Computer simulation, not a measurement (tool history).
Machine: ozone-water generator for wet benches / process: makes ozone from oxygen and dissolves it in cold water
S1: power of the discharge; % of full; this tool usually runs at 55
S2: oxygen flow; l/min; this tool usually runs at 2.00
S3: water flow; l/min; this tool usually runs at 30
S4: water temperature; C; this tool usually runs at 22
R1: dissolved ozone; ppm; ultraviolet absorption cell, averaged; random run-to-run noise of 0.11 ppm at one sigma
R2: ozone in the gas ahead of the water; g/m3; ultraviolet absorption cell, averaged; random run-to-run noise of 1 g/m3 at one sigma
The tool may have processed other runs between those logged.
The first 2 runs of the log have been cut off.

run	hour	S1	S2	S3	S4	R1	R2
3	123.3	55	2.00	30	22	7.5	173.7
4	191.6	55	2.00	24	22	9.1	174.2
5	273.5	55	2.00	24	22	9.1	173.6
6	367.6	55	2.00	24	22	9.1	173.2
7	437.2	55	2.00	24	22	9.2	172.4
8	501.5	55	2.00	24	22	8.9	172.7
9	581.9	55	2.00	30	25	7.1	173.2
10	638.9	55	2.00	30	22	7.4	172.0
11	695.9	55	2.00	30	22	7.4	172.8
12	785.2	55	2.00	30	22	7.1	171.5
13	881.6	55	2.00	30	22	7.3	170.1
# hour 933.3: water thermometer calibrated
14	945.4	55	2.00	30	22	7.4	172.6
15	1033.8	56	2.00	30	22	7.3	172.0
16	1095.1	56	2.00	30	22	7.2	171.3
17	1184.9	71	2.00	30	22	8.3	195.2
18	1267.8	90	2.00	25	14	11.5	222.6
19	1344.7	66	2.00	25	14	9.7	187.1
20	1429.4	66	2.00	25	14	9.5	184.7

What does the tool deliver on the next run?
21	1501.8	57	1.64	26	18	?	?

Run 21 yielded R1 8.0 ppm, R2 191.2 g/m3.
Take away the tool's hidden state, keep the run-to-run variation as it was, and the same run would have given R1 9.1 ppm, R2 206.2 g/m3.

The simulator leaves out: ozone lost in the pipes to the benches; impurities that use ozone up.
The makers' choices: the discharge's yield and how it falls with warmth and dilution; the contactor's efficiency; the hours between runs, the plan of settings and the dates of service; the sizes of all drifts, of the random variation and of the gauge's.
